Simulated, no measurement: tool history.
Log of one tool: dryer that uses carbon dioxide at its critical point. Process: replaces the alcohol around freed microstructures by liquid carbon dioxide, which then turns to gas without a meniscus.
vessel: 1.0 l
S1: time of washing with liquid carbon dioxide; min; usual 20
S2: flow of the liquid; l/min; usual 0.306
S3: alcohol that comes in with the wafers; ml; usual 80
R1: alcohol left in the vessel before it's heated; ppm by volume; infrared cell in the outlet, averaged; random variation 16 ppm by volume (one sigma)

run	hour	S1	S2	S3	R1
1	0	20	0.306	80	1131
2	17.2	20	0.306	80	1129
3	27.8	20	0.306	80	1174
4	50.2	20	0.306	80	1174
5	65.2	31	0.306	80	127
6	85	20	0.306	40	613
7	109.1	16	0.306	80	2882
8	125.3	16	0.306	80	2967
9	137.8	16	0.306	80	2895
10	150.2	16	0.306	80	3063
11	170.1	16	0.306	80	3121
12	184.6	16	0.306	80	3087
13	203.2	20	0.306	59	1024
14	223	20	0.306	80	1477
15	243	20	0.306	80	1429
16	267	23	0.306	80	824
17	278.4	23	0.306	80	842
18	299.1	23	0.306	80	835
19	321.1	23	0.306	80	880
20	337.2	27	0.306	80	425
21	349.4	27	0.306	80	429
22	360.4	27	0.215	80	1911
23	382.7	20	0.306	80	1732
24	395	20	0.466	80	274
25	416	20	0.484	80	239
26	427.6	20	0.257	106	4186
27	444.4	20	0.257	106	4302
28	457.7	20	0.257	106	4287
29	477.3	28	0.423	106	102
30	489.5	20	0.306	94	2279
31	500.2	20	0.306	94	2247

The next listed run, before its measurement:
32	515	20	0.451	80	?

R1: 394 ppm by volume
Without the tool's hidden state the same run would have given R1 159 ppm by volume.

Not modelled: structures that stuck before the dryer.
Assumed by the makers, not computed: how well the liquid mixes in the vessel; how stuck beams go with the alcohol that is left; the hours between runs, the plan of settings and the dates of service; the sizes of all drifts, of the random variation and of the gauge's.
